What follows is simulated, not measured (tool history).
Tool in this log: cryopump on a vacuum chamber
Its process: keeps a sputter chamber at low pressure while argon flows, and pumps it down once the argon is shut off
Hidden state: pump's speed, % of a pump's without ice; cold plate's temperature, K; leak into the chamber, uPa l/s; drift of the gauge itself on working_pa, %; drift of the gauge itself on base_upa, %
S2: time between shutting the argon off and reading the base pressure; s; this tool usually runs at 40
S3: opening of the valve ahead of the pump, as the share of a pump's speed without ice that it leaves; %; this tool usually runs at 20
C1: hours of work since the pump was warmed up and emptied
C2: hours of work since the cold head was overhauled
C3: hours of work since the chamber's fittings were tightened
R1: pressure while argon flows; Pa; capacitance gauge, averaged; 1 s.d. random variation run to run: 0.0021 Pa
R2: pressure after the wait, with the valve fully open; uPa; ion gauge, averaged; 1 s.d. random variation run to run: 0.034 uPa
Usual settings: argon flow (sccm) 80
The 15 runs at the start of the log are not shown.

run 16 hour=811.2 | argon_flow_(sccm)=68 S2=40 S3=20 | C1=604 C2=1837 C3=1837 | R1=0.4443 R2=4.63
run 17 hour=870.9 | argon_flow_(sccm)=68 S2=40 S3=20 | C1=637 C2=1870 C3=1870 | R1=0.4455 R2=4.81
run 18 hour=908.5 | argon_flow_(sccm)=68 S2=40 S3=20 | C1=658 C2=1891 C3=1891 | R1=0.4514 R2=4.81
run 19 hour=942.1 | argon_flow_(sccm)=66 S2=27 S3=34 | C1=676 C2=1910 C3=1910 | R1=0.261 R2=5.54
run 20 hour=988.3 | argon_flow_(sccm)=123 S2=40 S3=22 | C1=702 C2=1936 C3=1936 | R1=0.7384 R2=4.97
run 21 hour=1046.9 | argon_flow_(sccm)=128 S2=40 S3=19 | C1=734 C2=1968 C3=1968 | R1=0.8867 R2=5.02
run 22 hour=1080.3 | argon_flow_(sccm)=68 S2=33 S3=35 | C1=753 C2=1987 C3=1987 | R1=0.2627 R2=5.52
run 23 hour=1110.4 | argon_flow_(sccm)=68 S2=24 S3=19 | C1=770 C2=2003 C3=2003 | R1=0.4711 R2=6.08
run 24 hour=1170.1 | argon_flow_(sccm)=68 S2=24 S3=24 | C1=803 C2=2036 C3=2036 | R1=0.3804 R2=6.38
run 25 hour=1241.6 | argon_flow_(sccm)=68 S2=123 S3=24 | C1=842 C2=2076 C3=2076 | R1=0.3798 R2=4.16
-- hour=1309.5 leaking fittings of the chamber tightened, without venting
run 26 hour=1314.6 | argon_flow_(sccm)=80 S2=40 S3=21 | C1=882 C2=2115 C3=3 | R1=0.5051 R2=1.96
run 27 hour=1344.1 | argon_flow_(sccm)=80 S2=211 S3=20 | C1=898 C2=2132 C3=19 | R1=0.531 R2=0.63

What will run 28 give?
run 28 hour=1403.1 | argon_flow_(sccm)=119 S2=211 S3=26 | C1=931 C2=2165 C3=52 | R1=? R2=?

R1: 0.6226 Pa
R2: 0.71 uPa
On a tool with no hidden condition, and with the same random variation, this run would have come out at R1 0.58 Pa, R2 0.53 uPa.

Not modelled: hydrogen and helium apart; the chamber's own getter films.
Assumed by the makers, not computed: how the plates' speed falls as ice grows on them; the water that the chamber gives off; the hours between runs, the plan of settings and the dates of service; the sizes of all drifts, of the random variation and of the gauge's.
